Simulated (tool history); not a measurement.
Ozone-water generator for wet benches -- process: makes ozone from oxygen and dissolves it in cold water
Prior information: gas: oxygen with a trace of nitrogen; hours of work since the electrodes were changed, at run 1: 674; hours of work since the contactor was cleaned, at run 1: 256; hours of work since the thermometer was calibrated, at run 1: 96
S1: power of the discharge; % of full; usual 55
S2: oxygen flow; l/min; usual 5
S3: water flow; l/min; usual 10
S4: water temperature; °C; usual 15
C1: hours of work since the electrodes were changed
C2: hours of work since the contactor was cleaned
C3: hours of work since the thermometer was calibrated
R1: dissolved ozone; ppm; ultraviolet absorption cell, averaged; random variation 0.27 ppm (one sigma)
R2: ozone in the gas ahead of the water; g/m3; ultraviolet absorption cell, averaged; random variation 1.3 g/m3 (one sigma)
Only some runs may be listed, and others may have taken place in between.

Run 1, hour 0: usual settings; C1 674; C2 256; C3 96. Result: R1 40.8 ppm, R2 233.5 g/m3.
Run 2, hour 28.5: usual settings; C1 695; C2 277; C3 117. Result: R1 40.5 ppm, R2 230.3 g/m3.
Run 3, hour 57.4: usual settings; C1 715; C2 297; C3 138. Result: R1 40.5 ppm, R2 235.8 g/m3.
Run 4, hour 91.5: usual settings but S2 8.43 l/min; C1 740; C2 322; C3 162. Result: R1 37.9 ppm, R2 182.9 g/m3.
Run 5, hour 129.1: usual settings; C1 767; C2 349; C3 189. Result: R1 40 ppm, R2 231.4 g/m3.
Run 6, hour 159.5: usual settings; C1 789; C2 371; C3 211. Result: R1 40.7 ppm, R2 233.5 g/m3.
Run 7, hour 182: usual settings; C1 805; C2 387; C3 227. Result: R1 40.1 ppm, R2 232.2 g/m3.
Run 8, hour 214.6: usual settings but S3 7 l/min; C1 829; C2 411; C3 251. Result: R1 49.4 ppm, R2 232.8 g/m3.
Run 9, hour 252.1: usual settings but S3 7 l/min; C1 856; C2 438; C3 278. Result: R1 50.1 ppm, R2 235.7 g/m3.
Run 10, hour 285.1: usual settings but S3 7 l/min; C1 880; C2 462; C3 302. Result: R1 49.1 ppm, R2 234.1 g/m3.
Run 11, hour 302.1: usual settings but S3 7 l/min; C1 892; C2 474; C3 314. Result: R1 49.3 ppm, R2 233.1 g/m3.
Run 12, hour 327.2: usual settings but S2 4.56 l/min, S3 7 l/min; C1 910; C2 492; C3 332. Result: R1 50.3 ppm, R2 241.6 g/m3.
Run 13, hour 363: usual settings but S2 4.56 l/min, S3 7 l/min; C1 936; C2 518; C3 358. Result: R1 50.3 ppm, R2 244.7 g/m3.
Run 14, hour 384.5: usual settings; C1 951; C2 533; C3 373. Result: R1 40.4 ppm, R2 230.9 g/m3.
Run 15, hour 419.5: usual settings; C1 976; C2 558; C3 399. Result: R1 40.5 ppm, R2 231.3 g/m3.
Run 16, hour 442.3: usual settings; C1 993; C2 575; C3 415. Result: R1 40.4 ppm, R2 232.9 g/m3.
Run 17, hour 457.8: usual settings; C1 1004; C2 586; C3 426. Result: R1 40.2 ppm, R2 231.6 g/m3.
Run 18, hour 482.6: usual settings but S1 60 % of full, S2 5.38 l/min, S3 16 l/min, S4 16 °C; C1 1022; C2 604; C3 444. Result: R1 29.4 ppm, R2 237.1 g/m3.
Run 19, hour 497.7: usual settings but S2 6.7 l/min, S3 15 l/min; C1 1033; C2 615; C3 455. Result: R1 29.3 ppm, R2 200.7 g/m3.
Run 20, hour 523: usual settings but S2 4.29 l/min, S3 12 l/min, S4 11 °C; C1 1051; C2 633; C3 473. Result: R1 37.3 ppm, R2 247.5 g/m3.
Run 21, hour 554.3: usual settings but S1 53 % of full, S3 13 l/min, S4 10 °C; C1 1074; C2 656; C3 496. Result: R1 35.5 ppm, R2 225.4 g/m3.
At hour 560.2: contactor cleaned.
Run 22, hour 593.8: usual settings but S1 45 % of full, S2 4.41 l/min, S4 10 °C; C1 1099; C2 24; C3 521. Result: R1 38.7 ppm, R2 214.2 g/m3.
Run 23, hour 627.2: usual settings but S1 45 % of full, S2 4.41 l/min, S4 10 °C; C1 1123; C2 48; C3 545. Result: R1 38.6 ppm, R2 217.7 g/m3.
Run 24, hour 647.9: usual settings but S1 45 % of full, S2 4.41 l/min, S4 10 °C; C1 1138; C2 63; C3 560. Result: R1 38.7 ppm, R2 216.5 g/m3.
Run 25, hour 675.4: usual settings but S1 45 % of full, S2 4.41 l/min, S4 10 °C; C1 1158; C2 83; C3 580. Result: R1 39.2 ppm, R2 217.8 g/m3.
Run 26, hour 695.3: usual settings but S1 45 % of full, S2 4.41 l/min, S4 10 °C; C1 1172; C2 97; C3 595. Result: R1 38.5 ppm, R2 216 g/m3.
Run 27, hour 719.8: usual settings but S2 4.78 l/min; C1 1190; C2 115; C3 612. Result: R1 40.4 ppm, R2 237.3 g/m3.
Run 28, hour 737.4: usual settings but S1 42 % of full, S2 4.51 l/min, S3 15 l/min; C1 1203; C2 128; C3 625. Result: R1 24.8 ppm, R2 205.7 g/m3.
Run 29, hour 760.6: usual settings but S1 42 % of full, S2 4.51 l/min, S3 15 l/min; C1 1219; C2 144; C3 642. Result: R1 24.7 ppm, R2 205.7 g/m3.
At hour 771.6: contactor cleaned, once more.
Run 30, hour 786.6: usual settings but S1 42 % of full, S2 5.97 l/min, S3 14 l/min, S4 20 °C; C1 1235; C2 11; C3 658. Result: R1 24.4 ppm, R2 181 g/m3.
Run 31, hour 818.1: usual settings but S1 76 % of full, S2 5.97 l/min, S4 13 °C; C1 1258; C2 34; C3 680. Result: R1 50.3 ppm, R2 255.4 g/m3.
Run 32, hour 836.2: usual settings but S1 76 % of full, S2 5.97 l/min, S4 13 °C; C1 1271; C2 47; C3 693. Result: R1 50.3 ppm, R2 258.5 g/m3.
Run 33, hour 871.1: usual settings but S1 59 % of full, S2 3.67 l/min, S3 6 l/min, S4 8 °C; C1 1296; C2 72; C3 718. Result: R1 66.4 ppm, R2 277.1 g/m3.

What if the next run were any one of these 4? Each begins from the tool's condition after run 33:
Run A, hour 893.1: usual settings but S3 7 l/min; C1 1312; C2 88; C3 734. Result: R1 ?, R2 ?.
Run B, hour 893.1: usual settings but S1 53 % of full, S2 6.47 l/min, S3 7 l/min; C1 1312; C2 88; C3 734. Result: R1 ?, R2 ?.
Run C, hour 893.1: usual settings but S2 5.08 l/min, S3 13 l/min; C1 1312; C2 88; C3 734. Result: R1 ?, R2 ?.
Run D, hour 893.1: usual settings but S4 11 °C; C1 1312; C2 88; C3 734. Result: R1 ?, R2 ?.

run    R1     R2
  A  48.6  230.2
  B  46.2    202
  C  33.3  229.5
  D  43.4  232.1
Stripped of hidden state, with their random variation kept, the same runs would have yielded:
run    R1     R2
  A  50.3  237.8
  B  47.8  208.6
  C  34.5  237.1
  D  44.9  239.8

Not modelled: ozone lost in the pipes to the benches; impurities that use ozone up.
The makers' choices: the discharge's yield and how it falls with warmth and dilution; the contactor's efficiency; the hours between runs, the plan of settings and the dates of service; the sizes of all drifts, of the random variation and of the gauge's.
